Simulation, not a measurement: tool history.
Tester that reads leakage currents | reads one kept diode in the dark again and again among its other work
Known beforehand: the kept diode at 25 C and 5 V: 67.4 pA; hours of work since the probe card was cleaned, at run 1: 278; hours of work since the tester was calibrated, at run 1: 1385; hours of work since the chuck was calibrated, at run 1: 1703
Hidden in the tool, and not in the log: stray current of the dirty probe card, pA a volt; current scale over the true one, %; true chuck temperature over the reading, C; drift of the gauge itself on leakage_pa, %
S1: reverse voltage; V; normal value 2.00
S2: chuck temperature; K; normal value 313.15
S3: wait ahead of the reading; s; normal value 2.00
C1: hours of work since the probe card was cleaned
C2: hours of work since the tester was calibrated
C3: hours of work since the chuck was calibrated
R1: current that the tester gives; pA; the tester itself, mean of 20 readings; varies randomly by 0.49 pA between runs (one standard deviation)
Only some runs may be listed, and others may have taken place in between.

Run 1, hour 0.0: usual settings; C1 278; C2 1385; C3 1703. Result: R1 162.95 pA.
Run 2, hour 33.5: usual settings but S3 3.27 s; C1 301; C2 1408; C3 1725. Result: R1 163.48 pA.
Run 3, hour 68.5: usual settings but S3 0.75 s; C1 324; C2 1431; C3 1749. Result: R1 163.85 pA.
Run 4, hour 112.9: usual settings but S1 7.47 V; C1 354; C2 1461; C3 1779. Result: R1 313.06 pA.
Run 5, hour 139.5: usual settings but S1 7.47 V; C1 372; C2 1479; C3 1797. Result: R1 313.20 pA.
Run 6, hour 190.9: usual settings but S3 2.88 s; C1 407; C2 1514; C3 1832. Result: R1 164.49 pA.
Run 7, hour 227.7: usual settings but S1 5.40 V; C1 432; C2 1539; C3 1857. Result: R1 267.26 pA.
Run 8, hour 258.1: usual settings but S1 5.40 V, S2 319.15 K; C1 452; C2 1559; C3 1877. Result: R1 441.21 pA.
At hour 294.6: chuck's temperature calibrated.
Run 9, hour 318.9: usual settings but S1 5.40 V, S2 319.15 K; C1 492; C2 1599; C3 16. Result: R1 440.48 pA.
Run 10, hour 364.0: usual settings but S1 5.40 V, S2 319.15 K; C1 522; C2 1629; C3 47. Result: R1 438.09 pA.
Run 11, hour 409.9: usual settings but S3 0.76 s; C1 553; C2 1660; C3 78. Result: R1 162.77 pA.
Run 12, hour 433.9: usual settings but S3 0.76 s; C1 569; C2 1676; C3 94. Result: R1 163.29 pA.
Run 13, hour 462.3: usual settings; C1 588; C2 1695; C3 113. Result: R1 163.58 pA.
Run 14, hour 511.4: usual settings but S1 2.02 V; C1 622; C2 1729; C3 146. Result: R1 164.12 pA.
Run 15, hour 540.3: usual settings but S1 2.02 V; C1 641; C2 1748; C3 166. Result: R1 164.25 pA.
Run 16, hour 576.8: usual settings but S3 1.12 s; C1 666; C2 1773; C3 190. Result: R1 163.69 pA.
Run 17, hour 629.1: usual settings but S1 10.60 V, S3 1.12 s; C1 701; C2 1808; C3 226. Result: R1 373.07 pA.
Run 18, hour 664.0: usual settings but S1 10.60 V, S3 1.12 s; C1 725; C2 1832; C3 249. Result: R1 372.57 pA.
Run 19, hour 717.4: usual settings but S1 3.46 V; C1 761; C2 1868; C3 285. Result: R1 214.55 pA.
Run 20, hour 746.6: usual settings but S1 3.46 V; C1 780; C2 1887; C3 305. Result: R1 214.14 pA.
Run 21, hour 797.2: usual settings but S1 8.93 V, S3 1.87 s; C1 814; C2 1921; C3 339. Result: R1 341.27 pA.
Run 22, hour 848.0: usual settings but S1 6.32 V, S2 305.15 K, S3 0.60 s; C1 849; C2 1956; C3 373. Result: R1 144.24 pA.
Run 23, hour 887.1: usual settings but S1 1.35 V; C1 875; C2 1982; C3 400. Result: R1 134.46 pA.
Run 24, hour 940.7: usual settings but S1 16.97 V, S2 307.15 K; C1 911; C2 2018; C3 436. Result: R1 280.06 pA.
Run 25, hour 980.3: usual settings but S1 16.97 V, S2 307.15 K; C1 938; C2 2045; C3 463. Result: R1 279.86 pA.
Run 26, hour 1018.9: usual settings but S1 16.97 V, S2 307.15 K; C1 964; C2 2071; C3 489. Result: R1 280.77 pA.
Run 27, hour 1044.6: usual settings but S1 11.44 V; C1 981; C2 2088; C3 506. Result: R1 386.26 pA.
Run 28, hour 1100.8: usual settings but S2 301.15 K, S3 1.81 s; C1 1019; C2 2126; C3 544. Result: R1 56.82 pA.
Run 29, hour 1124.7: usual settings but S1 14.99 V, S3 0.42 s; C1 1035; C2 2142; C3 560. Result: R1 445.18 pA.
Run 30, hour 1182.7: usual settings but S3 9.60 s; C1 1075; C2 2182; C3 599. Result: R1 164.59 pA.
At hour 1220.4: tester calibrated.
Run 31, hour 1233.0: usual settings but S3 9.60 s; C1 1107; C2 9; C3 632. Result: R1 163.59 pA.
Run 32, hour 1265.7: usual settings but S3 9.60 s; C1 1129; C2 31; C3 654. Result: R1 163.72 pA.
Run 33, hour 1316.1: usual settings but S3 9.60 s; C1 1163; C2 65; C3 688. Result: R1 163.48 pA.
Run 34, hour 1358.1: usual settings but S1 2.17 V, S2 332.15 K; C1 1191; C2 93; C3 716. Result: R1 779.31 pA.
Run 35, hour 1391.8: usual settings but S1 1.37 V, S2 304.15 K, S3 2.73 s; C1 1214; C2 116; C3 739. Result: R1 61.64 pA.
Run 36, hour 1429.5: usual settings but S1 1.37 V, S2 304.15 K, S3 2.73 s; C1 1240; C2 141; C3 764. Result: R1 61.77 pA.
Run 37, hour 1456.8: usual settings but S1 2.29 V, S2 304.15 K, S3 4.77 s; C1 1258; C2 160; C3 783. Result: R1 79.59 pA.
Run 38, hour 1514.2: usual settings but S1 4.06 V, S2 297.15 K, S3 4.04 s; C1 1297; C2 198; C3 821. Result: R1 55.46 pA.
Run 39, hour 1544.7: usual settings but S2 311.15 K, S3 0.48 s; C1 1317; C2 219; C3 842. Result: R1 138.40 pA.
Run 40, hour 1578.5: usual settings but S1 1.51 V, S2 311.15 K, S3 0.48 s; C1 1340; C2 242; C3 865. Result: R1 120.41 pA.

For each entry between runs, how does the tool's hidden state at the last listed run before it compare with that at the first listed run after it?
Runs 8 to 9: chuck's temperature calibrated (hour 294.6)
  current scale over the true one, %: 0 -> -0.01; true chuck temperature over the reading, C: 0.01 -> 0
Runs 30 to 31: tester calibrated (hour 1220.4)
  current scale over the true one, %: -0.01 -> 0
